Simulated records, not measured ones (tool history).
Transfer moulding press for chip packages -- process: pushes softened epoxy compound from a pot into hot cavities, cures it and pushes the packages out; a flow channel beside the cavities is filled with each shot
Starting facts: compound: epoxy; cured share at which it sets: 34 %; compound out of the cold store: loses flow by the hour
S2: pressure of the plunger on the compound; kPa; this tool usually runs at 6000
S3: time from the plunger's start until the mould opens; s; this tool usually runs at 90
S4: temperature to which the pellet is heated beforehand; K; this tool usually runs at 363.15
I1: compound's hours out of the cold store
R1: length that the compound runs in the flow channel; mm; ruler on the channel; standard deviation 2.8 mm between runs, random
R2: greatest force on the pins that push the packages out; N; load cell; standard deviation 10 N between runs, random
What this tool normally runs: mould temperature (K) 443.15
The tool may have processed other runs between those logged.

{"run": 1, "hour": 0.0, "mould temperature (K)": 443.15, "S2": 6000, "S3": 90, "S4": 363.15, "I1": 36.5, "R1": 912, "R2": 476}
{"hour": 9.3, "done": "plunger's sealing rings changed"}
{"hour": 41.1, "done": "cavities cleaned with cleaning compound and waxed"}
{"run": 2, "hour": 66.3, "mould temperature (K)": 443.15, "S2": 6000, "S3": 90, "S4": 363.15, "I1": 46.5, "R1": 870, "R2": 460}
{"hour": 91.1, "done": "cavities cleaned with cleaning compound and waxed"}
{"run": 3, "hour": 130.8, "mould temperature (K)": 447.15, "S2": 6000, "S3": 90, "S4": 363.15, "I1": 32.6, "R1": 915, "R2": 412}
{"hour": 138.4, "done": "cavities cleaned with cleaning compound and waxed"}
{"hour": 186.2, "done": "cavities cleaned with cleaning compound and waxed"}
{"run": 4, "hour": 190.6, "mould temperature (K)": 443.15, "S2": 6000, "S3": 90, "S4": 363.15, "I1": 18.4, "R1": 997, "R2": 473}
{"hour": 236.7, "done": "cavities cleaned with cleaning compound and waxed"}
{"hour": 283.3, "done": "cavities cleaned with cleaning compound and waxed"}
{"run": 5, "hour": 284.7, "mould temperature (K)": 443.15, "S2": 6000, "S3": 90, "S4": 363.15, "I1": 32.5, "R1": 925, "R2": 463}
{"run": 6, "hour": 322.7, "mould temperature (K)": 443.15, "S2": 6000, "S3": 90, "S4": 363.15, "I1": 34.1, "R1": 918, "R2": 485}
{"hour": 329.1, "done": "cavities cleaned with cleaning compound and waxed"}
{"hour": 335.2, "done": "mould's thermocouples calibrated"}
{"hour": 377.0, "done": "cavities cleaned with cleaning compound and waxed"}
{"run": 7, "hour": 414.6, "mould temperature (K)": 443.15, "S2": 4870, "S3": 90, "S4": 363.15, "I1": 35.5, "R1": 826, "R2": 478}
{"hour": 422.8, "done": "cavities cleaned with cleaning compound and waxed"}
{"hour": 445.9, "done": "plunger's sealing rings changed"}
{"run": 8, "hour": 465.9, "mould temperature (K)": 443.15, "S2": 4870, "S3": 90, "S4": 363.15, "I1": 11.6, "R1": 926, "R2": 485}
{"hour": 471.8, "done": "cavities cleaned with cleaning compound and waxed"}
{"hour": 517.9, "done": "cavities cleaned with cleaning compound and waxed"}
{"run": 9, "hour": 539.2, "mould temperature (K)": 443.15, "S2": 4870, "S3": 90, "S4": 363.15, "I1": 40.8, "R1": 800, "R2": 463}
{"hour": 568.0, "done": "cavities cleaned with cleaning compound and waxed"}
{"run": 10, "hour": 591.0, "mould temperature (K)": 443.15, "S2": 4870, "S3": 90, "S4": 363.15, "I1": 47.4, "R1": 778, "R2": 462}
{"hour": 617.8, "done": "cavities cleaned with cleaning compound and waxed"}
{"run": 11, "hour": 652.2, "mould temperature (K)": 443.15, "S2": 6000, "S3": 90, "S4": 363.15, "I1": 44.5, "R1": 882, "R2": 471}
{"hour": 668.0, "done": "cavities cleaned with cleaning compound and waxed"}
{"hour": 712.7, "done": "cavities cleaned with cleaning compound and waxed"}
{"run": 12, "hour": 748.1, "mould temperature (K)": 443.15, "S2": 6000, "S3": 90, "S4": 363.15, "I1": 15.4, "R1": 1010, "R2": 491}
{"hour": 764.6, "done": "cavities cleaned with cleaning compound and waxed"}
{"hour": 811.0, "done": "cavities cleaned with cleaning compound and waxed"}
{"run": 13, "hour": 813.7, "mould temperature (K)": 443.15, "S2": 4680, "S3": 80, "S4": 365.15, "I1": 22.3, "R1": 859, "R2": 603}
{"hour": 858.5, "done": "cavities cleaned with cleaning compound and waxed"}
{"hour": 883.0, "done": "plunger's sealing rings changed"}
{"run": 14, "hour": 901.4, "mould temperature (K)": 443.15, "S2": 4680, "S3": 80, "S4": 365.15, "I1": 14.2, "R1": 897, "R2": 621}
{"hour": 910.0, "done": "cavities cleaned with cleaning compound and waxed"}
{"hour": 954.5, "done": "cavities cleaned with cleaning compound and waxed"}
{"run": 15, "hour": 955.0, "mould temperature (K)": 443.15, "S2": 4680, "S3": 80, "S4": 365.15, "I1": 11.5, "R1": 911, "R2": 583}
{"hour": 1002.5, "done": "cavities cleaned with cleaning compound and waxed"}
{"run": 16, "hour": 1043.3, "mould temperature (K)": 443.15, "S2": 6000, "S3": 90, "S4": 356.15, "I1": 29.1, "R1": 946, "R2": 479}
{"hour": 1050.7, "done": "cavities cleaned with cleaning compound and waxed"}
{"hour": 1095.3, "done": "cavities cleaned with cleaning compound and waxed"}
{"run": 17, "hour": 1095.9, "mould temperature (K)": 443.15, "S2": 6000, "S3": 90, "S4": 356.15, "I1": 22.3, "R1": 974, "R2": 482}
{"hour": 1142.3, "done": "cavities cleaned with cleaning compound and waxed"}
{"run": 18, "hour": 1142.3, "mould temperature (K)": 439.15, "S2": 6000, "S3": 90, "S4": 369.15, "I1": 20.9, "R1": 990, "R2": 563}
{"hour": 1189.8, "done": "cavities cleaned with cleaning compound and waxed"}
{"run": 19, "hour": 1212.2, "mould temperature (K)": 439.15, "S2": 6000, "S3": 95, "S4": 363.15, "I1": 19.2, "R1": 1003, "R2": 528}
{"hour": 1239.2, "done": "cavities cleaned with cleaning compound and waxed"}
{"run": 20, "hour": 1253.3, "mould temperature (K)": 441.15, "S2": 4690, "S3": 129, "S4": 364.15, "I1": 39.9, "R1": 799, "R2": 402}
{"hour": 1284.5, "done": "cavities cleaned with cleaning compound and waxed"}
{"run": 21, "hour": 1309.9, "mould temperature (K)": 441.15, "S2": 4690, "S3": 129, "S4": 364.15, "I1": 18.2, "R1": 886, "R2": 383}
{"hour": 1318.5, "done": "plunger's sealing rings changed"}
{"hour": 1333.4, "done": "cavities cleaned with cleaning compound and waxed"}
{"hour": 1382.0, "done": "cavities cleaned with cleaning compound and waxed"}
{"run": 22, "hour": 1384.5, "mould temperature (K)": 450.15, "S2": 4690, "S3": 129, "S4": 364.15, "I1": 35.2, "R1": 793, "R2": 404}
{"hour": 1430.2, "done": "cavities cleaned with cleaning compound and waxed"}
{"run": 23, "hour": 1470.9, "mould temperature (K)": 435.15, "S2": 6820, "S3": 83, "S4": 364.15, "I1": 31.8, "R1": 1022, "R2": 914}
{"hour": 1477.9, "done": "cavities cleaned with cleaning compound and waxed"}
{"hour": 1523.9, "done": "cavities cleaned with cleaning compound and waxed"}
{"run": 24, "hour": 1551.7, "mould temperature (K)": 448.15, "S2": 5440, "S3": 107, "S4": 363.15, "I1": 19.9, "R1": 922, "R2": 407}

Alternative continuations, all from the tool just after run 24; predict every row:
{"hour": 1570.9, "done": "cavities cleaned with cleaning compound and waxed"}
{"run": "A", "hour": 1592.2, "mould temperature (K)": 448.15, "S2": 5440, "S3": 107, "S4": 362.15, "I1": 31.4, "R1": "?", "R2": "?"}
{"hour": 1570.9, "done": "cavities cleaned with cleaning compound and waxed"}
{"run": "B", "hour": 1592.2, "mould temperature (K)": 445.15, "S2": 6000, "S3": 89, "S4": 357.15, "I1": 20.6, "R1": "?", "R2": "?"}
{"hour": 1570.9, "done": "cavities cleaned with cleaning compound and waxed"}
{"run": "C", "hour": 1592.2, "mould temperature (K)": 443.15, "S2": 5390, "S3": 90, "S4": 363.15, "I1": 46.1, "R1": "?", "R2": "?"}
{"hour": 1570.9, "done": "cavities cleaned with cleaning compound and waxed"}
{"run": "D", "hour": 1592.2, "mould temperature (K)": 448.15, "S2": 7000, "S3": 86, "S4": 359.15, "I1": 18.8, "R1": "?", "R2": "?"}
{"hour": 1570.9, "done": "cavities cleaned with cleaning compound and waxed"}
{"run": "E", "hour": 1592.2, "mould temperature (K)": 449.15, "S2": 6000, "S3": 72, "S4": 369.15, "I1": 35, "R1": "?", "R2": "?"}

run=A R1=872 R2=405
run=B R1=977 R2=461
run=C R1=827 R2=469
run=D R1=1054 R2=440
run=E R1=895 R2=505
With the hidden condition removed and each run's random variation left untouched, the same runs would have given:
run=A R1=872 R2=401
run=B R1=977 R2=456
run=C R1=827 R2=463
run=D R1=1054 R2=435
run=E R1=895 R2=499

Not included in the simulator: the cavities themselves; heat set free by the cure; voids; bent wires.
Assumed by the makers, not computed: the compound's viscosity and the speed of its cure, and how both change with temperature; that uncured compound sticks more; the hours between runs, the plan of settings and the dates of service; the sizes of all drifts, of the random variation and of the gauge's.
